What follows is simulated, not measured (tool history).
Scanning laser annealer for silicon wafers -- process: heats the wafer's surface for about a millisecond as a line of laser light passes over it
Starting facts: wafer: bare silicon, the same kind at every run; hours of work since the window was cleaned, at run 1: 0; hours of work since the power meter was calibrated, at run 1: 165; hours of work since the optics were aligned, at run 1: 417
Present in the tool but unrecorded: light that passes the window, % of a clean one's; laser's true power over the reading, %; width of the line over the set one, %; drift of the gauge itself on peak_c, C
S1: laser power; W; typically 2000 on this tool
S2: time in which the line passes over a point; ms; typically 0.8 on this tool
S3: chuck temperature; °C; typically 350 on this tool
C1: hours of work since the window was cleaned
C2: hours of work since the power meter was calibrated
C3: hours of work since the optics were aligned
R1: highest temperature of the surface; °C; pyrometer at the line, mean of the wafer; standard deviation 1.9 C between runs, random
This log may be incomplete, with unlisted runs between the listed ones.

Run 1, hour 0: usual settings; C1 0; C2 165; C3 417. Result: R1 1082 °C.
Run 2, hour 8.6: usual settings but S1 2056 W; C1 5; C2 170; C3 423. Result: R1 1108 °C.
Run 3, hour 15.6: usual settings but S1 2076 W; C1 10; C2 174; C3 427. Result: R1 1117 °C.
Run 4, hour 22.9: usual settings but S1 2076 W; C1 14; C2 179; C3 432. Result: R1 1113 °C.
Run 5, hour 32.6: usual settings but S1 2076 W; C1 20; C2 185; C3 438. Result: R1 1113 °C.
Run 6, hour 37.5: usual settings but S1 2041 W; C1 23; C2 188; C3 441. Result: R1 1100 °C.
Run 7, hour 47: usual settings but S1 2041 W; C1 29; C2 193; C3 446. Result: R1 1100 °C.
Run 8, hour 52: usual settings but S1 2151 W, S2 0.838 ms, S3 337 °C; C1 32; C2 197; C3 449. Result: R1 1154 °C.
Run 9, hour 57.3: usual settings but S3 336 °C; C1 35; C2 200; C3 453. Result: R1 1067 °C.
Run 10, hour 63.7: usual settings but S1 2068 W, S2 0.744 ms, S3 323 °C; C1 39; C2 204; C3 457. Result: R1 1057 °C.
Run 11, hour 72.3: usual settings but S2 0.671 ms, S3 354 °C; C1 44; C2 209; C3 462. Result: R1 1021 °C.

Same runs, no hidden state in the tool, same run-to-run variation:
run    R1
  1  1091
  2  1118
  3  1127
  4  1123
  5  1124
  6  1110
  7  1110
  8  1166
  9  1078
 10  1068
 11  1031
